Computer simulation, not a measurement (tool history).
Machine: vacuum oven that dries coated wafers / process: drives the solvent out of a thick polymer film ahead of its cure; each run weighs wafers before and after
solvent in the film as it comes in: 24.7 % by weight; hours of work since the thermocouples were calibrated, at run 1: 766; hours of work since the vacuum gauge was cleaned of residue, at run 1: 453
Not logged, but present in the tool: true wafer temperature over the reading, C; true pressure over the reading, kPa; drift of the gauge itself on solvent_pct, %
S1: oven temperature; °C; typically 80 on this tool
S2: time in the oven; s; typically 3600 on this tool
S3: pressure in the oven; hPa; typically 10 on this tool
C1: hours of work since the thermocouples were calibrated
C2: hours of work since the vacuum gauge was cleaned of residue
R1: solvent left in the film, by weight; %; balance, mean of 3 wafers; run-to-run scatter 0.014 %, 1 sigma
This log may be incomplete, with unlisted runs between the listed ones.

{"run": 1, "hour": 0.0, "S1": 80, "S2": 3600, "S3": 10, "C1": 766, "C2": 453, "R1": 1.36}
{"run": 2, "hour": 13.7, "S1": 80, "S2": 3600, "S3": 10, "C1": 774, "C2": 462, "R1": 1.34}
{"run": 3, "hour": 22.5, "S1": 80, "S2": 3600, "S3": 10, "C1": 779, "C2": 467, "R1": 1.36}
{"run": 4, "hour": 34.5, "S1": 80, "S2": 3600, "S3": 10, "C1": 786, "C2": 474, "R1": 1.34}
{"run": 5, "hour": 48.8, "S1": 85, "S2": 3600, "S3": 10, "C1": 795, "C2": 482, "R1": 0.67}
{"run": 6, "hour": 69.2, "S1": 90, "S2": 3600, "S3": 10, "C1": 807, "C2": 494, "R1": 0.36}
{"run": 7, "hour": 88.5, "S1": 80, "S2": 2100, "S3": 10, "C1": 818, "C2": 506, "R1": 3.69}
{"run": 8, "hour": 105.6, "S1": 80, "S2": 2100, "S3": 10, "C1": 828, "C2": 516, "R1": 3.7}
{"run": 9, "hour": 116.7, "S1": 68, "S2": 3600, "S3": 10, "C1": 835, "C2": 522, "R1": 5.29}
{"run": 10, "hour": 127.3, "S1": 80, "S2": 3600, "S3": 10, "C1": 841, "C2": 529, "R1": 1.35}
{"run": 11, "hour": 138.2, "S1": 71, "S2": 4320, "S3": 10, "C1": 847, "C2": 535, "R1": 2.99}
{"run": 12, "hour": 147.0, "S1": 71, "S2": 6180, "S3": 18.9, "C1": 853, "C2": 540, "R1": 2.05}
{"run": 13, "hour": 161.5, "S1": 71, "S2": 6180, "S3": 18.9, "C1": 861, "C2": 549, "R1": 2.04}
{"run": 14, "hour": 170.7, "S1": 69, "S2": 2100, "S3": 10, "C1": 867, "C2": 554, "R1": 8.62}
{"run": 15, "hour": 181.8, "S1": 80, "S2": 2400, "S3": 10, "C1": 873, "C2": 561, "R1": 2.93}
{"run": 16, "hour": 193.7, "S1": 80, "S2": 2400, "S3": 10, "C1": 880, "C2": 568, "R1": 2.94}
{"run": 17, "hour": 209.7, "S1": 80, "S2": 2400, "S3": 10, "C1": 890, "C2": 577, "R1": 2.94}
{"run": 18, "hour": 224.2, "S1": 80, "S2": 4500, "S3": 26.8, "C1": 898, "C2": 586, "R1": 1.46}
{"run": 19, "hour": 233.2, "S1": 93, "S2": 2940, "S3": 35.3, "C1": 904, "C2": 591, "R1": 0.93}
{"run": 20, "hour": 243.7, "S1": 67, "S2": 3600, "S3": 10, "C1": 910, "C2": 598, "R1": 5.71}

Each row is a separate what-if for the run after 20, all from the same tool condition, not one after another. Results?
{"run": "A", "hour": 264.9, "S1": 80, "S2": 3600, "S3": 6.8, "C1": 922, "C2": 610, "R1": "?"}
{"run": "B", "hour": 264.9, "S1": 70, "S2": 2820, "S3": 8.9, "C1": 922, "C2": 610, "R1": "?"}
{"run": "C", "hour": 264.9, "S1": 82, "S2": 4920, "S3": 25.5, "C1": 922, "C2": 610, "R1": "?"}
{"run": "D", "hour": 264.9, "S1": 88, "S2": 3840, "S3": 33.5, "C1": 922, "C2": 610, "R1": "?"}

run=A R1=1.22
run=B R1=5.98
run=C R1=1.12
run=D R1=1.05
With no hidden state in the tool, these same runs would have given:
run=A R1=1.27
run=B R1=6.21
run=C R1=1.09
run=D R1=1.03

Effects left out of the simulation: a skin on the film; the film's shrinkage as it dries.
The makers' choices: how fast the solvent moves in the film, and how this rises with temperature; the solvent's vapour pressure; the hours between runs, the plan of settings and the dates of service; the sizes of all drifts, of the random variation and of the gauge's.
